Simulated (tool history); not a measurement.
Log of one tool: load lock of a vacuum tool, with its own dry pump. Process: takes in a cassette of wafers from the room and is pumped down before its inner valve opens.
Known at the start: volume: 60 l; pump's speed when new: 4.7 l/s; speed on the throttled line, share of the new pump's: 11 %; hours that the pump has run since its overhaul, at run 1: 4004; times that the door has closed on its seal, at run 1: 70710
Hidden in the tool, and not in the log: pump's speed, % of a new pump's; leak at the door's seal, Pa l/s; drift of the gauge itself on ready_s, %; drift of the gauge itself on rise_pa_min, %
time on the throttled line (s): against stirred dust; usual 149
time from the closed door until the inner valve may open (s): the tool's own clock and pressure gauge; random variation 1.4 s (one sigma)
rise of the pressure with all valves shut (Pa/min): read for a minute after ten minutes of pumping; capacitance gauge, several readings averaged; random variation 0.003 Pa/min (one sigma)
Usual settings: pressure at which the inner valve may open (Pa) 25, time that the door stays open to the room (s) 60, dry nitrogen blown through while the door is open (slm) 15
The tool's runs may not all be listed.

run	hour	time on the throttled line (s)	pressure at which the inner valve may open (Pa)	time that the door stays open to the room (s)	dry nitrogen blown through while the door is open (slm)	hours that the pump has run since its overhaul	times that the door has closed on its seal	incoming humidity of the room's air, %	time from the closed door until the inner valve may open (s)	rise of the pressure with all valves shut (Pa/min)
1	0.0	149	25	60	15	4004	70710	47.9	245.9	0.224
2	414.4	149	25	60	15	4418	72599	46.7	245.2	0.232
3	689.8	149	25	60	15	4694	73854	44.8	244.0	0.232
4	879.5	149	25	60	15	4883	74718	45.0	244.5	0.237
5	1071.2	149	27	60	15	5075	75591	44.8	248.4	0.237
6	1305.4	149	27	60	15	5309	76659	42.3	246.3	0.241
# hour 1403.5: door's seal changed, seat wiped
7	1715.4	149	27	60	15	5718	1422	47.3	245.9	0.056
8	1995.4	149	27	60	15	5998	2698	46.4	245.9	0.051
9	2334.5	149	26	60	15	6337	4243	42.1	249.2	0.051
10	2636.4	157	46	161	15	6639	5618	46.9	248.7	0.077
11	2829.2	101	25	60	15	6832	6497	42.8	205.3	0.054
12	3284.4	101	25	225	8	7287	8571	45.7	207.1	0.106
13	3679.4	101	37	225	8	7682	10371	47.2	202.2	0.110
14	4129.3	149	18	35	5	8132	12421	47.7	256.1	0.066
15	4483.7	149	18	35	5	8486	14036	45.5	256.2	0.068
16	4824.2	209	22	153	5	8827	15588	46.0	303.8	0.113
17	5149.7	138	23	233	10	9152	17071	49.4	246.1	0.117
18	5543.6	119	25	181	15	9546	18866	45.3	225.9	0.096

5 ways to go on from here, each from the tool as it stands after run 18. What would each give?
A	5964.3	253	25	60	35	9967	20784	42.3	?	?
B	5964.3	170	25	127	15	9967	20784	47.7	?	?
C	5964.3	246	25	60	15	9967	20784	47.1	?	?
D	5964.3	167	25	134	44	9967	20784	47.2	?	?
E	5964.3	125	20	49	15	9967	20784	46.1	?	?

run	time from the closed door until the inner valve may open (s)	rise of the pressure with all valves shut (Pa/min)
A	347.9	0.054
B	271.0	0.089
C	335.5	0.077
D	269.1	0.072
E	235.7	0.068
Without the tool's hidden state the same runs would have given:
run	time from the closed door until the inner valve may open (s)	rise of the pressure with all valves shut (Pa/min)
A	335.0	0.030
B	256.8	0.065
C	322.4	0.053
D	254.9	0.047
E	220.0	0.044

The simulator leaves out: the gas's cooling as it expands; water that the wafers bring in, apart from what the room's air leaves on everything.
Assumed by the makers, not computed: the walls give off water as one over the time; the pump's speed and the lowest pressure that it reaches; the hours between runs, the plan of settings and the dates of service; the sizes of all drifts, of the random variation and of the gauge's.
